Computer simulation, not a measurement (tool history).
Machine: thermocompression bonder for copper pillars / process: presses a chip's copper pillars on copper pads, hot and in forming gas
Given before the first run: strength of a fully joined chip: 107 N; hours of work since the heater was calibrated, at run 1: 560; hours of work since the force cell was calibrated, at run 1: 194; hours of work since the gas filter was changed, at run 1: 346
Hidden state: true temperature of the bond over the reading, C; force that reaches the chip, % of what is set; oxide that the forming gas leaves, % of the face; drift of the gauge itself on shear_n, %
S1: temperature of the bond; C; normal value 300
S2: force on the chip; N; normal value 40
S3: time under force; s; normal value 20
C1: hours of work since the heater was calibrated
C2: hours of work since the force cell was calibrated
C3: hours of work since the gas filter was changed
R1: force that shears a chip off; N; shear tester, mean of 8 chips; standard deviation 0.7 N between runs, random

| run | hour | S1 | S2 | S3 | C1 | C2 | C3 | R1 |
|---|---|---|---|---|---|---|---|---|
| 1 | 0.0 | 300 | 40 | 20 | 560 | 194 | 346 | 51.1 |
| 2 | 6.7 | 300 | 40 | 20 | 565 | 199 | 352 | 49.9 |
| 3 | 12.3 | 300 | 40 | 20 | 569 | 204 | 356 | 50.2 |
| 4 | 22.9 | 300 | 40 | 20 | 578 | 212 | 364 | 49.1 |
| 5 | 31.4 | 300 | 40 | 11 | 584 | 219 | 371 | 40.5 |
| 6 | 41.2 | 300 | 40 | 11 | 592 | 226 | 379 | 39.5 |
| 7 | 51.4 | 300 | 40 | 20 | 600 | 234 | 387 | 49.5 |
| 8 | 60.6 | 291 | 30 | 13 | 607 | 241 | 394 | 28.3 |
| 9 | 69.0 | 291 | 30 | 13 | 614 | 248 | 400 | 28.0 |
| 10 | 74.6 | 291 | 30 | 13 | 618 | 252 | 405 | 29.8 |
| 11 | 85.9 | 295 | 49 | 13 | 627 | 261 | 414 | 50.6 |
| 12 | 91.9 | 318 | 53 | 20 | 632 | 266 | 418 | 72.5 |
| 13 | 98.4 | 322 | 33 | 46 | 637 | 271 | 423 | 65.8 |
| 14 | 108.2 | 305 | 39 | 57 | 645 | 279 | 431 | 70.5 |

Alternative continuations, all from the tool just after run 14; predict every row:
| A | 116.4 | 302 | 31 | 25 | 651 | 285 | 438 | ? |
| B | 116.4 | 298 | 39 | 28 | 651 | 285 | 438 | ? |
| C | 116.4 | 323 | 39 | 22 | 651 | 285 | 438 | ? |

| run | R1 |
|---|---|
| A | 43.4 |
| B | 54.2 |
| C | 62.4 |
Had the tool no hidden state, the same runs would have come out as:
| run | R1 |
|---|---|
| A | 43.2 |
| B | 54.0 |
| C | 62.3 |
